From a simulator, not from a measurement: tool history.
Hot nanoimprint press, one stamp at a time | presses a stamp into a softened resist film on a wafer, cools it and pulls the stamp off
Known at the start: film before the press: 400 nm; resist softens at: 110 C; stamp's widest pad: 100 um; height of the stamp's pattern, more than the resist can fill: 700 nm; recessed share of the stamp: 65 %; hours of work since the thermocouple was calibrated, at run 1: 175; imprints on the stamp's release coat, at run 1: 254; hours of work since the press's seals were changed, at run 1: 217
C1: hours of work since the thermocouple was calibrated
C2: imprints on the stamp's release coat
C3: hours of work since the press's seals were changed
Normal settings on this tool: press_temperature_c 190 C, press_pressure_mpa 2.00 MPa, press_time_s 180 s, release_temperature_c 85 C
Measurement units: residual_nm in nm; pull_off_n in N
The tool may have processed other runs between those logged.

{"run": 1, "hour": 0.0, "press_temperature_c": 190, "press_pressure_mpa": 2.0, "press_time_s": 180, "release_temperature_c": 85, "C1": 175, "C2": 254, "C3": 217, "residual_nm": 187.9, "pull_off_n": 119}
{"run": 2, "hour": 42.7, "press_temperature_c": 190, "press_pressure_mpa": 2.0, "press_time_s": 180, "release_temperature_c": 75, "C1": 204, "C2": 422, "C3": 246, "residual_nm": 188.7, "pull_off_n": 145}
{"run": 3, "hour": 83.7, "press_temperature_c": 190, "press_pressure_mpa": 2.0, "press_time_s": 180, "release_temperature_c": 71, "C1": 232, "C2": 583, "C3": 274, "residual_nm": 187.8, "pull_off_n": 155}
{"run": 4, "hour": 119.5, "press_temperature_c": 190, "press_pressure_mpa": 2.0, "press_time_s": 180, "release_temperature_c": 71, "C1": 257, "C2": 723, "C3": 298, "residual_nm": 187.1, "pull_off_n": 155}
{"run": 5, "hour": 158.0, "press_temperature_c": 190, "press_pressure_mpa": 2.0, "press_time_s": 180, "release_temperature_c": 79, "C1": 283, "C2": 875, "C3": 324, "residual_nm": 186.7, "pull_off_n": 136}
{"run": 6, "hour": 181.7, "press_temperature_c": 190, "press_pressure_mpa": 2.0, "press_time_s": 180, "release_temperature_c": 79, "C1": 299, "C2": 968, "C3": 340, "residual_nm": 188.5, "pull_off_n": 134}
{"run": 7, "hour": 208.8, "press_temperature_c": 190, "press_pressure_mpa": 2.64, "press_time_s": 180, "release_temperature_c": 85, "C1": 317, "C2": 1075, "C3": 359, "residual_nm": 166.1, "pull_off_n": 117}
{"run": 8, "hour": 245.9, "press_temperature_c": 190, "press_pressure_mpa": 2.0, "press_time_s": 180, "release_temperature_c": 85, "C1": 343, "C2": 1220, "C3": 384, "residual_nm": 186.2, "pull_off_n": 118}
{"hour": 266.0, "done": "plate thermocouple calibrated"}
{"run": 9, "hour": 285.7, "press_temperature_c": 190, "press_pressure_mpa": 2.0, "press_time_s": 180, "release_temperature_c": 85, "C1": 13, "C2": 1365, "C3": 409, "residual_nm": 187.4, "pull_off_n": 121}
{"run": 10, "hour": 324.0, "press_temperature_c": 190, "press_pressure_mpa": 2.0, "press_time_s": 180, "release_temperature_c": 85, "C1": 39, "C2": 1515, "C3": 435, "residual_nm": 185.3, "pull_off_n": 116}
{"run": 11, "hour": 362.0, "press_temperature_c": 190, "press_pressure_mpa": 2.0, "press_time_s": 180, "release_temperature_c": 85, "C1": 65, "C2": 1665, "C3": 461, "residual_nm": 186.9, "pull_off_n": 125}
{"run": 12, "hour": 397.6, "press_temperature_c": 201, "press_pressure_mpa": 2.0, "press_time_s": 180, "release_temperature_c": 85, "C1": 89, "C2": 1805, "C3": 485, "residual_nm": 133.6, "pull_off_n": 124}
{"run": 13, "hour": 433.2, "press_temperature_c": 201, "press_pressure_mpa": 2.0, "press_time_s": 180, "release_temperature_c": 85, "C1": 114, "C2": 1945, "C3": 509, "residual_nm": 133.4, "pull_off_n": 123}
{"hour": 467.8, "done": "press's hydraulic seals changed and the load cell set to zero"}
{"run": 14, "hour": 481.8, "press_temperature_c": 198, "press_pressure_mpa": 2.66, "press_time_s": 219, "release_temperature_c": 85, "C1": 141, "C2": 2104, "C3": 9, "residual_nm": 116.3, "pull_off_n": 119}
{"run": 15, "hour": 522.4, "press_temperature_c": 198, "press_pressure_mpa": 2.66, "press_time_s": 219, "release_temperature_c": 85, "C1": 169, "C2": 2264, "C3": 37, "residual_nm": 116.5, "pull_off_n": 119}
{"hour": 535.3, "done": "stamp cleaned and given a new release coat"}
{"run": 16, "hour": 560.2, "press_temperature_c": 199, "press_pressure_mpa": 2.0, "press_time_s": 180, "release_temperature_c": 85, "C1": 190, "C2": 98, "C3": 59, "residual_nm": 140.2, "pull_off_n": 123}
{"run": 17, "hour": 592.4, "press_temperature_c": 189, "press_pressure_mpa": 2.0, "press_time_s": 213, "release_temperature_c": 87, "C1": 212, "C2": 225, "C3": 81, "residual_nm": 177.8, "pull_off_n": 117}
{"run": 18, "hour": 613.5, "press_temperature_c": 193, "press_pressure_mpa": 2.0, "press_time_s": 180, "release_temperature_c": 92, "C1": 227, "C2": 308, "C3": 95, "residual_nm": 168.5, "pull_off_n": 109}
{"run": 19, "hour": 638.0, "press_temperature_c": 190, "press_pressure_mpa": 2.0, "press_time_s": 103, "release_temperature_c": 75, "C1": 243, "C2": 404, "C3": 112, "residual_nm": 225.1, "pull_off_n": 146}
{"run": 20, "hour": 655.3, "press_temperature_c": 180, "press_pressure_mpa": 2.0, "press_time_s": 180, "release_temperature_c": 92, "C1": 255, "C2": 472, "C3": 123, "residual_nm": 248.5, "pull_off_n": 104}
{"hour": 660.4, "done": "gauge calibrated"}
{"run": 21, "hour": 676.1, "press_temperature_c": 186, "press_pressure_mpa": 2.0, "press_time_s": 180, "release_temperature_c": 77, "C1": 269, "C2": 554, "C3": 137, "residual_nm": 213.7, "pull_off_n": 140}

Branching from run 21: 4 alternative next runs. What would each branch give?
{"run": "A", "hour": 713.6, "press_temperature_c": 186, "press_pressure_mpa": 2.0, "press_time_s": 180, "release_temperature_c": 72, "C1": 295, "C2": 701, "C3": 163, "residual_nm": "?", "pull_off_n": "?"}
{"run": "B", "hour": 713.6, "press_temperature_c": 194, "press_pressure_mpa": 1.75, "press_time_s": 180, "release_temperature_c": 72, "C1": 295, "C2": 701, "C3": 163, "residual_nm": "?", "pull_off_n": "?"}
{"run": "C", "hour": 713.6, "press_temperature_c": 190, "press_pressure_mpa": 2.77, "press_time_s": 245, "release_temperature_c": 77, "C1": 295, "C2": 701, "C3": 163, "residual_nm": "?", "pull_off_n": "?"}
{"run": "D", "hour": 713.6, "press_temperature_c": 186, "press_pressure_mpa": 1.3, "press_time_s": 117, "release_temperature_c": 93, "C1": 295, "C2": 701, "C3": 163, "residual_nm": "?", "pull_off_n": "?"}

run=A residual_nm=212.8 pull_off_n=148
run=B residual_nm=176.6 pull_off_n=150
run=C residual_nm=145.1 pull_off_n=143
run=D residual_nm=277.6 pull_off_n=103
Without the tool's hidden state the same runs would have given:
run=A residual_nm=213.4 pull_off_n=148
run=B residual_nm=177.1 pull_off_n=149
run=C residual_nm=145.5 pull_off_n=143
run=D residual_nm=278.4 pull_off_n=103
